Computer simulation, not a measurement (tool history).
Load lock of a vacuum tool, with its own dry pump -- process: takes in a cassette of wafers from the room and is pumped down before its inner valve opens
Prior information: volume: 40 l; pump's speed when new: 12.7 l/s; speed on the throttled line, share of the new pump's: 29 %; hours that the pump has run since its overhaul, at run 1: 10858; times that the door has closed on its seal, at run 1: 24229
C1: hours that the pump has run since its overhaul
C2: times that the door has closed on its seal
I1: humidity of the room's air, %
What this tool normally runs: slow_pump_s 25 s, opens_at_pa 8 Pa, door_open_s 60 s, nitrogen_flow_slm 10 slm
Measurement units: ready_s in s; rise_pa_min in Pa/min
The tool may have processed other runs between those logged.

{"run": 1, "hour": 0.0, "slow_pump_s": 25, "opens_at_pa": 8, "door_open_s": 60, "nitrogen_flow_slm": 10, "C1": 10858, "C2": 24229, "I1": 47.9, "ready_s": 52.0, "rise_pa_min": 0.152}
{"run": 2, "hour": 114.1, "slow_pump_s": 25, "opens_at_pa": 8, "door_open_s": 60, "nitrogen_flow_slm": 10, "C1": 10973, "C2": 24510, "I1": 46.8, "ready_s": 52.0, "rise_pa_min": 0.152}
{"run": 3, "hour": 224.1, "slow_pump_s": 25, "opens_at_pa": 8, "door_open_s": 60, "nitrogen_flow_slm": 8, "C1": 11083, "C2": 24782, "I1": 46.4, "ready_s": 51.9, "rise_pa_min": 0.156}
{"run": 4, "hour": 443.4, "slow_pump_s": 25, "opens_at_pa": 8, "door_open_s": 60, "nitrogen_flow_slm": 8, "C1": 11302, "C2": 25323, "I1": 45.4, "ready_s": 52.0, "rise_pa_min": 0.152}
{"run": 5, "hour": 666.8, "slow_pump_s": 25, "opens_at_pa": 8, "door_open_s": 60, "nitrogen_flow_slm": 8, "C1": 11525, "C2": 25875, "I1": 46.6, "ready_s": 52.9, "rise_pa_min": 0.156}
{"run": 6, "hour": 826.7, "slow_pump_s": 25, "opens_at_pa": 8, "door_open_s": 60, "nitrogen_flow_slm": 8, "C1": 11685, "C2": 26269, "I1": 44.0, "ready_s": 52.5, "rise_pa_min": 0.153}
{"run": 7, "hour": 946.4, "slow_pump_s": 25, "opens_at_pa": 8, "door_open_s": 60, "nitrogen_flow_slm": 8, "C1": 11805, "C2": 26565, "I1": 43.3, "ready_s": 52.4, "rise_pa_min": 0.156}
{"run": 8, "hour": 1166.5, "slow_pump_s": 25, "opens_at_pa": 8, "door_open_s": 60, "nitrogen_flow_slm": 10, "C1": 12025, "C2": 27108, "I1": 45.0, "ready_s": 52.9, "rise_pa_min": 0.159}
{"run": 9, "hour": 1272.1, "slow_pump_s": 25, "opens_at_pa": 8, "door_open_s": 60, "nitrogen_flow_slm": 10, "C1": 12131, "C2": 27369, "I1": 45.1, "ready_s": 53.1, "rise_pa_min": 0.164}
{"run": 10, "hour": 1500.0, "slow_pump_s": 25, "opens_at_pa": 8, "door_open_s": 60, "nitrogen_flow_slm": 10, "C1": 12358, "C2": 27931, "I1": 44.1, "ready_s": 53.1, "rise_pa_min": 0.16}
{"run": 11, "hour": 1677.5, "slow_pump_s": 25, "opens_at_pa": 7, "door_open_s": 60, "nitrogen_flow_slm": 10, "C1": 12536, "C2": 28370, "I1": 45.1, "ready_s": 53.5, "rise_pa_min": 0.169}
{"run": 12, "hour": 1921.5, "slow_pump_s": 25, "opens_at_pa": 7, "door_open_s": 60, "nitrogen_flow_slm": 10, "C1": 12780, "C2": 28972, "I1": 44.4, "ready_s": 53.7, "rise_pa_min": 0.172}
{"run": 13, "hour": 2111.9, "slow_pump_s": 25, "opens_at_pa": 8, "door_open_s": 40, "nitrogen_flow_slm": 10, "C1": 12970, "C2": 29442, "I1": 43.9, "ready_s": 53.1, "rise_pa_min": 0.161}
{"run": 14, "hour": 2239.1, "slow_pump_s": 25, "opens_at_pa": 8, "door_open_s": 40, "nitrogen_flow_slm": 10, "C1": 13098, "C2": 29756, "I1": 44.5, "ready_s": 53.1, "rise_pa_min": 0.157}
{"run": 15, "hour": 2388.9, "slow_pump_s": 25, "opens_at_pa": 8, "door_open_s": 60, "nitrogen_flow_slm": 10, "C1": 13247, "C2": 30126, "I1": 44.2, "ready_s": 53.0, "rise_pa_min": 0.177}
{"run": 16, "hour": 2615.5, "slow_pump_s": 25, "opens_at_pa": 8, "door_open_s": 60, "nitrogen_flow_slm": 10, "C1": 13474, "C2": 30685, "I1": 42.7, "ready_s": 52.5, "rise_pa_min": 0.177}
{"run": 17, "hour": 2818.8, "slow_pump_s": 25, "opens_at_pa": 8, "door_open_s": 60, "nitrogen_flow_slm": 10, "C1": 13677, "C2": 31187, "I1": 44.6, "ready_s": 52.7, "rise_pa_min": 0.184}
{"run": 18, "hour": 3074.5, "slow_pump_s": 25, "opens_at_pa": 8, "door_open_s": 60, "nitrogen_flow_slm": 10, "C1": 13933, "C2": 31818, "I1": 45.4, "ready_s": 53.7, "rise_pa_min": 0.185}
{"run": 19, "hour": 3331.2, "slow_pump_s": 25, "opens_at_pa": 8, "door_open_s": 93, "nitrogen_flow_slm": 10, "C1": 14190, "C2": 32452, "I1": 43.8, "ready_s": 54.1, "rise_pa_min": 0.216}
{"run": 20, "hour": 3534.9, "slow_pump_s": 25, "opens_at_pa": 7, "door_open_s": 60, "nitrogen_flow_slm": 4, "C1": 14393, "C2": 32955, "I1": 43.4, "ready_s": 54.4, "rise_pa_min": 0.197}

The next listed run, before its measurement:
{"run": 21, "hour": 3730.5, "slow_pump_s": 41, "opens_at_pa": 8, "door_open_s": 60, "nitrogen_flow_slm": 11, "C1": 14589, "C2": 33438, "I1": 48.1, "ready_s": "?", "rise_pa_min": "?"}

ready_s: 64.4 s
rise_pa_min: 0.198 Pa/min
If the tool had no hidden condition, the same run with the same run-to-run variation would have returned ready_s 59.6 s, rise_pa_min 0.074 Pa/min.
